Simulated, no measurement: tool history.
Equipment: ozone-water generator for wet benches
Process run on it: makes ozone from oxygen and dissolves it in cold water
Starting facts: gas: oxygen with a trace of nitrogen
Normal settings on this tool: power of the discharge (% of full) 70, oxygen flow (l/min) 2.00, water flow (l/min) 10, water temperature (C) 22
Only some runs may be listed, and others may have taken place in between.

run	hour	power of the discharge (% of full)	oxygen flow (l/min)	water flow (l/min)	water temperature (C)	dissolved ozone (ppm)	ozone in the gas ahead of the water (g/m3)
1	0.0	70	2.00	10	22	15.9	209.3
2	65.4	70	2.00	13	22	12.3	208.9
3	133.9	70	2.00	13	22	12.3	210.2
4	236.9	70	2.00	13	22	12.5	209.9
5	311.2	70	2.00	13	22	12.4	208.8
6	413.9	70	2.00	7	22	21.5	209.5
7	459.2	70	2.00	7	22	21.5	210.1
8	531.7	70	2.00	10	22	16.1	210.6
9	592.1	70	2.00	10	22	15.9	211.3
10	696.9	70	2.00	10	22	15.9	209.8
11	745.8	70	2.00	10	22	15.7	210.1
12	813.7	70	2.00	10	22	15.9	211.1
13	890.0	70	2.00	10	22	16.1	210.9
14	962.8	70	2.00	10	22	15.9	213.5
15	1032.1	65	2.00	10	22	14.7	200.2
16	1126.4	65	2.00	10	19	15.5	199.0
17	1193.0	65	2.00	14	30	9.8	199.7
18	1291.7	42	2.07	10	18	11.1	138.8
19	1341.6	42	2.07	10	18	11.1	138.3
20	1415.5	42	2.84	10	16	11.8	121.6
21	1486.9	65	1.00	10	16	13.3	268.7
22	1548.9	54	3.21	10	19	14.1	140.7
23	1612.1	54	3.21	10	19	14.1	141.5
24	1660.7	53	1.09	13	15	8.8	222.1
25	1752.7	53	1.09	13	15	8.9	222.9
26	1843.3	65	2.00	10	22	15.0	203.6
27	1945.1	65	2.00	10	22	14.9	203.0
28	2023.6	65	2.00	10	22	15.0	200.5
29	2101.6	65	2.00	10	22	15.0	199.8
30	2179.2	40	1.84	7	20	14.0	141.9
31	2232.0	40	1.84	7	20	14.1	142.1
32	2321.4	40	1.84	7	20	13.9	141.0

Not shown: 2 entries that the log had between the listed runs. Between which runs, and how does the tool's hidden state differ before and after?
Between runs 7 and 8: water thermometer calibrated (hour 467.6)
  drift of the gauge itself on gas_g_m3, %: 0.41 -> 0.48
  measured value less the no-hidden-state value, ozone in the gas ahead of the water (g/m3): +0.7 -> +0.8
Between runs 30 and 31: contactor cleaned (hour 2192.1)
  contactor's efficiency, % of a clean one's: 99.9 -> 100; drift of the gauge itself on gas_g_m3, %: 1.96 -> 2.01
  measured value less the no-hidden-state value, ozone in the gas ahead of the water (g/m3): +2.7 -> +2.7
